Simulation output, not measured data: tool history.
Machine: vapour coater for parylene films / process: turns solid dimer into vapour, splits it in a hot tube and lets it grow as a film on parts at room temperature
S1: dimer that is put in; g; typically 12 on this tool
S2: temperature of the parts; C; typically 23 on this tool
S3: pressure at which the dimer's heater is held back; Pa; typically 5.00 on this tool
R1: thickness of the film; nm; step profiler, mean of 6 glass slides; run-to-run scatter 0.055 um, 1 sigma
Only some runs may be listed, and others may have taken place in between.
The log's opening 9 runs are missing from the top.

Run 10, hour 486.1: usual settings but S2 18 C. Result: R1 8310 nm.
Run 11, hour 563.3: usual settings but S2 18 C. Result: R1 8190 nm.
Run 12, hour 603.0: usual settings but S1 10 g. Result: R1 5340 nm.
Run 13, hour 656.2: usual settings but S1 10 g, S2 17 C. Result: R1 7110 nm.
Run 14, hour 709.1: usual settings but S1 10 g, S2 17 C. Result: R1 6990 nm.
Run 15, hour 746.0: usual settings but S1 10 g, S2 17 C. Result: R1 7150 nm.
Run 16, hour 800.0: usual settings but S1 10 g, S2 17 C. Result: R1 7130 nm.
Run 17, hour 870.7: usual settings. Result: R1 6460 nm.
Run 18, hour 919.8: usual settings but S2 30 C. Result: R1 4660 nm.
Run 19, hour 978.3: usual settings but S2 30 C. Result: R1 4660 nm.
Run 20, hour 1055.7: usual settings but S2 30 C. Result: R1 4580 nm.
Run 21, hour 1108.7: usual settings. Result: R1 6480 nm.
Run 22, hour 1159.9: usual settings. Result: R1 6430 nm.
Run 23, hour 1236.1: usual settings but S2 31 C. Result: R1 4370 nm.
Run 24, hour 1276.0: usual settings but S2 31 C. Result: R1 4420 nm.
At hour 1317.0: trap's valve overhauled.
Run 25, hour 1336.0: usual settings but S1 13 g, S2 34 C, S3 5.06 Pa. Result: R1 4160 nm.
Run 26, hour 1384.0: usual settings but S1 7 g, S2 34 C, S3 10.56 Pa. Result: R1 2020 nm.

Run 27 comes next. What will it give?
Run 27, hour 1429.9: usual settings but S1 7 g, S2 34 C, S3 10.56 Pa. Result: R1 ?.

Run 27 gave R1 2010 nm.
The same run, on a tool lacking any hidden state, would have yielded R1 2010 nm.
